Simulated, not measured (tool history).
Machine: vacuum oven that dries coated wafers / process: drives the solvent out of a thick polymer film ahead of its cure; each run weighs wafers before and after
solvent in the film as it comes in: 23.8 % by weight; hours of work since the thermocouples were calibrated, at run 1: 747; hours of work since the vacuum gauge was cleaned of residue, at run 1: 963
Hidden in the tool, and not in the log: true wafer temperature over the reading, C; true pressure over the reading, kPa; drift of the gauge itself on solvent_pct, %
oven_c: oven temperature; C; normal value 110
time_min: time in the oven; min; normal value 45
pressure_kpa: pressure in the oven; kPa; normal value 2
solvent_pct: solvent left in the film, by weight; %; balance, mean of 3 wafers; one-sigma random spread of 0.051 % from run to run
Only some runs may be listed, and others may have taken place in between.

| run | hour | oven_c | time_min | pressure_kpa | hours of work since the thermocouples were calibrated | hours of work since the vacuum gauge was cleaned of residue | solvent_pct |
|---|---|---|---|---|---|---|---|
| 1 | 0 | 110 | 45 | 2 | 747 | 963 | 3.02 |
| 2 | 32.1 | 110 | 45 | 2 | 767 | 983 | 2.97 |
| 3 | 71.9 | 110 | 45 | 2 | 791 | 1007 | 3.06 |
| 4 | 103.3 | 110 | 45 | 2 | 810 | 1026 | 3.06 |
| 5 | 143.5 | 110 | 45 | 2 | 834 | 1051 | 3.03 |
| 6 | 181.5 | 110 | 35 | 2 | 857 | 1074 | 3.68 |
| 7 | 215.3 | 110 | 35 | 2 | 878 | 1094 | 3.6 |
| 8 | 252 | 110 | 35 | 2 | 900 | 1117 | 3.64 |
| 9 | 288.1 | 110 | 35 | 2 | 922 | 1139 | 3.51 |
| 10 | 325.6 | 110 | 45 | 2 | 945 | 1161 | 3.01 |
| 11 | 344.5 | 110 | 45 | 2 | 957 | 1173 | 3.08 |
| 12 | 365 | 110 | 45 | 2 | 969 | 1185 | 3.06 |
| 13 | 384 | 110 | 45 | 2 | 981 | 1197 | 3.06 |
|  | 401.4 | oven's thermocouples calibrated |
| 14 | 415 | 110 | 45 | 2 | 8 | 1215 | 3.44 |
| 15 | 444 | 110 | 45 | 2 | 26 | 1232 | 3.51 |
| 16 | 471.8 | 110 | 45 | 1.19 | 43 | 1249 | 2.55 |
| 17 | 499.9 | 112 | 45 | 2 | 60 | 1266 | 3.1 |
| 18 | 525.8 | 110 | 45 | 2 | 76 | 1282 | 3.56 |
| 19 | 554.1 | 110 | 45 | 2 | 93 | 1299 | 3.39 |
| 20 | 589.8 | 110 | 45 | 2 | 115 | 1321 | 3.57 |
| 21 | 623.7 | 110 | 45 | 2 | 135 | 1342 | 3.47 |
| 22 | 655.7 | 110 | 45 | 2 | 155 | 1361 | 3.5 |
| 23 | 688.8 | 107 | 45 | 2 | 175 | 1381 | 4.33 |
| 24 | 715.5 | 107 | 45 | 2 | 191 | 1397 | 4.11 |
| 25 | 739.6 | 107 | 45 | 2 | 206 | 1412 | 4.31 |
| 26 | 777 | 107 | 45 | 2 | 229 | 1435 | 4.11 |
| 27 | 795.8 | 122 | 45 | 7.72 | 240 | 1446 | 6.23 |
| 28 | 821.3 | 95 | 55 | 7.71 | 256 | 1462 | 17.23 |
| 29 | 843.9 | 111 | 36 | 1.27 | 269 | 1476 | 2.98 |
| 30 | 880.4 | 111 | 36 | 1.27 | 292 | 1498 | 3.02 |
|  | 884.4 | vacuum gauge cleaned of residue and calibrated |
| 31 | 909.3 | 111 | 36 | 1.27 | 308 | 15 | 3.38 |
| 32 | 928.4 | 111 | 36 | 1.27 | 320 | 27 | 3.42 |
| 33 | 971.2 | 124 | 45 | 4.11 | 346 | 53 | 3.59 |
| 34 | 1002.8 | 124 | 45 | 4.11 | 365 | 72 | 3.56 |
|  | 1023.3 | vacuum gauge cleaned of residue and calibrated, once more |
| 35 | 1023.3 | 124 | 45 | 4.11 | 377 | 0 | 2.97 |
| 36 | 1066.6 | 122 | 31 | 4.33 | 403 | 26 | 3.47 |
| 37 | 1110 | 122 | 31 | 4.33 | 429 | 53 | 3.41 |
| 38 | 1150.5 | 122 | 77 | 6.55 | 454 | 77 | 5.04 |
| 39 | 1176 | 122 | 77 | 6.55 | 470 | 93 | 5.02 |
| 40 | 1212.2 | 104 | 36 | 5.91 | 492 | 115 | 10.49 |
| 41 | 1253.3 | 104 | 36 | 1.86 | 517 | 140 | 5.24 |
| 42 | 1277.2 | 110 | 24 | 2 | 531 | 155 | 5.16 |
| 43 | 1297.6 | 112 | 42 | 3.12 | 544 | 167 | 3.81 |
| 44 | 1339.9 | 112 | 42 | 3.12 | 569 | 193 | 3.82 |
| 45 | 1382.3 | 110 | 45 | 2.5 | 595 | 218 | 3.53 |
| 46 | 1408.5 | 110 | 45 | 2.5 | 611 | 234 | 3.44 |
| 47 | 1430.8 | 110 | 45 | 6.6 | 625 | 248 | 7.86 |

Consider 3 possible next runs. They are alternatives, not a sequence: every one starts from the tool as it was left by run 47. What does each give?
| A | 1454.8 | 110 | 65 | 1.79 | 639 | 263 | ? |
| B | 1454.8 | 101 | 79 | 4.78 | 639 | 263 | ? |
| C | 1454.8 | 99 | 53 | 6.6 | 639 | 263 | ? |

| run | solvent_pct |
|---|---|
| A | 2.21 |
| B | 7.98 |
| C | 12.45 |
With the hidden condition removed and each run's random variation left untouched, the same runs would have given:
| run | solvent_pct |
|---|---|
| A | 2.24 |
| B | 8.25 |
| C | 12.91 |
